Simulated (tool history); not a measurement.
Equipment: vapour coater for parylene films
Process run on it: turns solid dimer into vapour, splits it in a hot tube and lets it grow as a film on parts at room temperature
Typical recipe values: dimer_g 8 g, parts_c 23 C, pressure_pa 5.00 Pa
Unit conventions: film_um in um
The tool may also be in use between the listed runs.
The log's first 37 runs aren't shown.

run    hour  dimer_g  parts_c  pressure_pa  hours of work since the trap's valve was overhauled  hours of work since the table's thermometer was calibrated  film_um
 38  2194.0       12       30         3.42                                                  270                                                         550     2.84
 39  2229.0        9       32         5.59                                                  287                                                         567     1.90
 40  2304.1        5       30         4.18                                                  323                                                         603     1.16
 41  2388.0        5       30         4.18                                                  363                                                         643     1.15
 42  2432.6        5       30         4.18                                                  384                                                         664     1.16
 43  2500.6        6       28         5.24                                                  416                                                         697     1.40
 44  2541.3        6       28         5.24                                                  436                                                         716     1.41
 45  2597.2        6       28         5.24                                                  462                                                         743     1.43
 46  2660.2        6       28         5.24                                                  493                                                         773     1.38

What if the next run were any one of these 5? Each begins from the tool's condition after run 46:
  A  2697.7       11       24         2.66                                                  510                                                         791        ?
  B  2697.7        7       23         5.00                                                  510                                                         791        ?
  C  2697.7        6       23         3.45                                                  510                                                         791        ?
  D  2697.7       11       23         2.68                                                  510                                                         791        ?
  E  2697.7        6       28         5.24                                                  510                                                         791        ?

run  film_um
  A     3.15
  B     1.89
  C     1.70
  D     3.26
  E     1.43
What these runs would have given with no unlogged condition in the tool:
run  film_um
  A     3.16
  B     1.90
  C     1.71
  D     3.27
  E     1.44
